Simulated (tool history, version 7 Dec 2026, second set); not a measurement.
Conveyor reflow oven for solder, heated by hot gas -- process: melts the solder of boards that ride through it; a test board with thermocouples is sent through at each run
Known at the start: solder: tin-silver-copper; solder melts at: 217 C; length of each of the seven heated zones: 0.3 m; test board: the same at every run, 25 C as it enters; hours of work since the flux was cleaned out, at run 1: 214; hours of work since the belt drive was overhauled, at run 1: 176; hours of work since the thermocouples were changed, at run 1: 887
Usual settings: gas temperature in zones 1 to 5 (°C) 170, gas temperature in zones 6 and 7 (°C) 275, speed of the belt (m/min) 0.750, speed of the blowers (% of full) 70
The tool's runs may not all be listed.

run   hour  gas temperature in zones 1 to 5 (°C)  gas temperature in zones 6 and 7 (°C)  speed of the belt (m/min)  speed of the blowers (% of full)  hours of work since the flux was cleaned out  hours of work since the belt drive was overhauled  hours of work since the thermocouples were changed  highest temperature of the board (°C)  time above the solder's melting point (s)
  1    0.0                                   170                                    275                      0.750                                70                                           214                                                176                                                 887                                  259.8                                       38.9
  2    6.4                                   170                                    275                      0.750                                70                                           219                                                181                                                 892                                  259.5                                       38.4
  3   11.2                                   170                                    275                      0.750                                70                                           222                                                185                                                 895                                  260.1                                       38.8
  4   18.8                                   170                                    275                      0.750                                70                                           228                                                190                                                 901                                  259.8                                       38.6
  5   26.2                                   170                                    288                      0.750                                70                                           234                                                196                                                 907                                  272.1                                       42.5
  6   30.7                                   170                                    288                      0.750                                70                                           237                                                200                                                 910                                  271.8                                       42.0
  7   38.2                                   170                                    288                      0.750                                70                                           243                                                205                                                 916                                  271.6                                       42.7
  8   42.3                                   170                                    288                      0.750                                70                                           246                                                209                                                 919                                  271.8                                       42.7
  9   47.9                                   170                                    288                      0.750                                70                                           251                                                213                                                 923                                  271.5                                       42.9
      53.9  -- thermocouples of zones 6 and 7 changed
 10   55.7                                   170                                    288                      0.750                                70                                           255                                                217                                                   1                                  272.6                                       42.7
 11   62.3                                   170                                    288                      0.750                                70                                           260                                                222                                                   6                                  272.3                                       42.8
 12   69.4                                   170                                    288                      0.750                                70                                           266                                                228                                                  12                                  272.5                                       43.2
 13   73.1                                   170                                    288                      0.750                                70                                           268                                                231                                                  15                                  272.4                                       42.7
 14   77.3                                   170                                    287                      0.750                                70                                           272                                                234                                                  18                                  271.6                                       42.5
 15   84.8                                   170                                    287                      0.676                                70                                           277                                                240                                                  24                                  275.0                                       48.5
 16   92.3                                   170                                    287                      0.676                                70                                           283                                                245                                                  29                                  274.6                                       48.2
 17   96.7                                   179                                    282                      0.750                                60                                           287                                                249                                                  33                                  266.7                                       43.4
 18  101.2                                   170                                    277                      0.771                                65                                           290                                                252                                                  36                                  260.4                                       37.7
 19  108.6                                   170                                    277                      0.771                                65                                           296                                                258                                                  42                                  260.0                                       38.0
 20  116.3                                   170                                    277                      0.771                                65                                           302                                                264                                                  48                                  260.4                                       38.0
 21  123.2                                   170                                    277                      0.771                                65                                           307                                                269                                                  53                                  260.8                                       38.1

Run 22 has not been measured yet. What should we expect?
 22  129.1                                   170                                    264                      0.771                                54                                           311                                                274                                                  58                                      ?                                          ?

Run 22 measured highest temperature of the board (°C) 247.0, time above the solder's melting point (s) 31.5.
Without the tool's hidden state the same run would have given highest temperature of the board (°C) 248.6, time above the solder's melting point (s) 32.3.
